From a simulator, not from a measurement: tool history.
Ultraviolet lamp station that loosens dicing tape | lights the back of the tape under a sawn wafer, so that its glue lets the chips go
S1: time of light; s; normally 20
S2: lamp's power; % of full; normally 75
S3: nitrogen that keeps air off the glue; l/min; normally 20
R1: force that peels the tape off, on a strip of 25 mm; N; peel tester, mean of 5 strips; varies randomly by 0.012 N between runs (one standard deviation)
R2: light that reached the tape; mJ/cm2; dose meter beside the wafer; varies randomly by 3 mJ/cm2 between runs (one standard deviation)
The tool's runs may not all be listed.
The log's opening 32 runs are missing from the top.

run,hour,S1,S2,S3,R1,R2
33,247.5,20,75,39,0.606,363
34,252,13,75,20,1.647,236
35,262.8,10,68,15,2.696,165
36,268,18,62,20,1.349,268
37,276.1,18,62,20,1.351,269
38,284.3,27,75,28,0.365,486
39,288.9,27,75,28,0.385,479
40,296.8,15,75,14,1.574,271
41,307.4,24,75,28,0.507,427

Consider 4 possible next runs. They are alternatives, not a sequence: every one starts from the tool as it was left by run 41. What does each give?
A,314.9,24,75,25,?,?
B,314.9,23,75,6,?,?
C,314.9,20,73,19,?,?
D,314.9,14,75,28,?,?

run,R1,R2
A,0.518,425
B,1.215,412
C,0.897,350
D,1.371,246
The same runs, with their run-to-run variation unchanged, on a tool lacking any hidden condition would have given:
run,R1,R2
A,0.329,521
B,0.853,504
C,0.6,428
D,0.985,302
